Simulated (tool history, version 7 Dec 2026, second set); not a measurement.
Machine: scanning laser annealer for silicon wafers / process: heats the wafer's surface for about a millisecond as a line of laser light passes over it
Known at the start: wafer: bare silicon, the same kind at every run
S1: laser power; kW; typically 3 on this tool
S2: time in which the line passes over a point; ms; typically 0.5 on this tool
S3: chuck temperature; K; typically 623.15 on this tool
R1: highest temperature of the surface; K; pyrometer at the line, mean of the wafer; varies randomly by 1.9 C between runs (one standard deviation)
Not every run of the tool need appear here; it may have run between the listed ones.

{"run": 1, "day": 0.0, "S1": 3, "S2": 0.5, "S3": 623.15, "R1": 1388.15}
{"run": 2, "day": 0.442, "S1": 3, "S2": 0.5, "S3": 623.15, "R1": 1386.15}
{"run": 3, "day": 1.079, "S1": 3, "S2": 0.5, "S3": 623.15, "R1": 1381.15}
{"run": 4, "day": 2.025, "S1": 3, "S2": 0.5, "S3": 623.15, "R1": 1384.15}
{"run": 5, "day": 3.029, "S1": 3, "S2": 0.5, "S3": 623.15, "R1": 1381.15}
{"run": 6, "day": 3.988, "S1": 3, "S2": 0.5, "S3": 623.15, "R1": 1383.15}
{"run": 7, "day": 4.767, "S1": 3, "S2": 0.606, "S3": 649.15, "R1": 1470.15}
{"run": 8, "day": 5.467, "S1": 2.581, "S2": 0.381, "S3": 606.15, "R1": 1154.15}
{"run": 9, "day": 6.35, "S1": 2.626, "S2": 0.492, "S3": 623.15, "R1": 1251.15}
{"run": 10, "day": 7.296, "S1": 2.774, "S2": 0.579, "S3": 654.15, "R1": 1379.15}
{"run": 11, "day": 7.725, "S1": 2.774, "S2": 0.579, "S3": 654.15, "R1": 1377.15}
{"run": 12, "day": 8.146, "S1": 3.196, "S2": 0.579, "S3": 654.15, "R1": 1520.15}

Below, each run's measurement less what the same run would have read without the hidden state. Both values contain the same run-to-run variation, but the gauge's scatter may not be the same in both:
Unlogged tool condition in this case: light that passes the window, % of a clean one's; laser's true power over the reading, %; width of the line over the set one, %; drift of the gauge itself on peak_c, C.
run=1 R1=-33
run=2 R1=-34
run=3 R1=-35
run=4 R1=-37
run=5 R1=-39
run=6 R1=-41
run=7 R1=-46
run=8 R1=-32
run=9 R1=-38
run=10 R1=-46
run=11 R1=-46
run=12 R1=-57
